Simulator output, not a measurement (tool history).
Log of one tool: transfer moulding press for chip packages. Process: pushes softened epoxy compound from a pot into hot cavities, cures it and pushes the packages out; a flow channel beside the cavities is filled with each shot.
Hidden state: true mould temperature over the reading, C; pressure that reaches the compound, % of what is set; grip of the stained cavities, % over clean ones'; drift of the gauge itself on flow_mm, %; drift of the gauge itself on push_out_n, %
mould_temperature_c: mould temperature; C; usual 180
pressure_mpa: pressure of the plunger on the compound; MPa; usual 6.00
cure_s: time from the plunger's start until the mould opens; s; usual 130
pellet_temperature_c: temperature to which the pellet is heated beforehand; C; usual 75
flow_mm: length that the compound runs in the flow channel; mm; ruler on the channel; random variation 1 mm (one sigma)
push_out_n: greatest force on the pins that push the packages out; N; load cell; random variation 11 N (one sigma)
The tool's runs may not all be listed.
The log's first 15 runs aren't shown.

run	hour	mould_temperature_c	pressure_mpa	cure_s	pellet_temperature_c	hours of work since the mould's thermocouples were calibrated	shots since the plunger's rings were changed	shots since the cavities were cleaned	incoming compound's hours out of the cold store	flow_mm	push_out_n
16	114.8	180	4.52	122	71	189	500	213	28.6	718	767
17	122.0	180	4.52	148	81	194	565	278	13.7	764	615
18	132.4	180	6.47	130	75	200	659	372	31.1	849	742
19	141.4	180	6.00	130	72	206	741	454	20.6	853	802
20	147.5	180	6.40	130	74	210	796	509	14.1	905	805
21	152.6	186	7.47	146	75	213	843	556	12.3	961	636
# hour 155.8: cavities cleaned with cleaning compound and waxed
22	161.3	186	7.47	146	67	218	908	50	24.6	914	445
23	167.2	187	4.79	130	68	221	961	103	27.7	719	485
24	176.6	180	7.20	135	71	227	1047	189	26.6	910	621
25	181.7	180	6.00	143	75	230	1093	235	17.4	861	640

The next listed run, before its measurement:
26	187.8	180	6.00	143	84	234	1148	290	29.5	?	?

Run 26 gave flow_mm 820 mm, push_out_n 602 N.
Without the tool's hidden state the same run would have given flow_mm 829 mm, push_out_n 419 N.

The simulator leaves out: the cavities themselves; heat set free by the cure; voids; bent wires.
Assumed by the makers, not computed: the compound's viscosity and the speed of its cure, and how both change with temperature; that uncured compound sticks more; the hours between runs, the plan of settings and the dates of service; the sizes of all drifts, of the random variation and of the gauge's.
